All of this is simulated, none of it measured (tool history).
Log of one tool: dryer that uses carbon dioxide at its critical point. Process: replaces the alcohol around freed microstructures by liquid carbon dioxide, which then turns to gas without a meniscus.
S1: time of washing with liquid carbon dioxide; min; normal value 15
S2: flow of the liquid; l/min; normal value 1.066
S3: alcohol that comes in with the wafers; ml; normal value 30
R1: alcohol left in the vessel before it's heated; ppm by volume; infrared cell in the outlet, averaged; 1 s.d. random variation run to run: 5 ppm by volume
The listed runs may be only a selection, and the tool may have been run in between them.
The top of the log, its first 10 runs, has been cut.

{"run": 11, "hour": 111.8, "S1": 15, "S2": 1.066, "S3": 44, "R1": 175}
{"run": 12, "hour": 125.4, "S1": 15, "S2": 1.066, "S3": 44, "R1": 183}
{"run": 13, "hour": 133.5, "S1": 15, "S2": 0.69, "S3": 30, "R1": 507}
{"run": 14, "hour": 148.2, "S1": 15, "S2": 0.69, "S3": 30, "R1": 509}
{"run": 15, "hour": 156.2, "S1": 15, "S2": 1.066, "S3": 30, "R1": 177}
{"run": 16, "hour": 164.3, "S1": 15, "S2": 1.066, "S3": 30, "R1": 176}
{"run": 17, "hour": 176.2, "S1": 15, "S2": 1.066, "S3": 30, "R1": 172}
{"run": 18, "hour": 186.1, "S1": 15, "S2": 1.066, "S3": 30, "R1": 171}
{"run": 19, "hour": 196.2, "S1": 15, "S2": 1.066, "S3": 30, "R1": 179}
{"run": 20, "hour": 204.7, "S1": 15, "S2": 1.066, "S3": 30, "R1": 172}
{"run": 21, "hour": 220.2, "S1": 15, "S2": 1.066, "S3": 30, "R1": 187}
{"run": 22, "hour": 228.9, "S1": 15, "S2": 1.066, "S3": 30, "R1": 187}
{"run": 23, "hour": 242.6, "S1": 15, "S2": 1.066, "S3": 30, "R1": 186}
{"run": 24, "hour": 257.6, "S1": 21, "S2": 0.91, "S3": 56, "R1": 170}
{"run": 25, "hour": 274.9, "S1": 21, "S2": 0.91, "S3": 56, "R1": 173}
{"run": 26, "hour": 290.9, "S1": 21, "S2": 0.91, "S3": 56, "R1": 168}
{"run": 27, "hour": 305.1, "S1": 21, "S2": 0.91, "S3": 56, "R1": 181}
{"hour": 317.2, "done": "inlet filter changed"}
{"run": 28, "hour": 320.8, "S1": 21, "S2": 1.37, "S3": 22, "R1": 145}
{"run": 29, "hour": 335.5, "S1": 20, "S2": 1.14, "S3": 25, "R1": 142}

Forecast run 30:
{"run": 30, "hour": 346.6, "S1": 17, "S2": 1.066, "S3": 48, "R1": "?"}

R1: 164 ppm by volume
Minus the tool's unlogged condition, the same run would have read R1 24 ppm by volume.
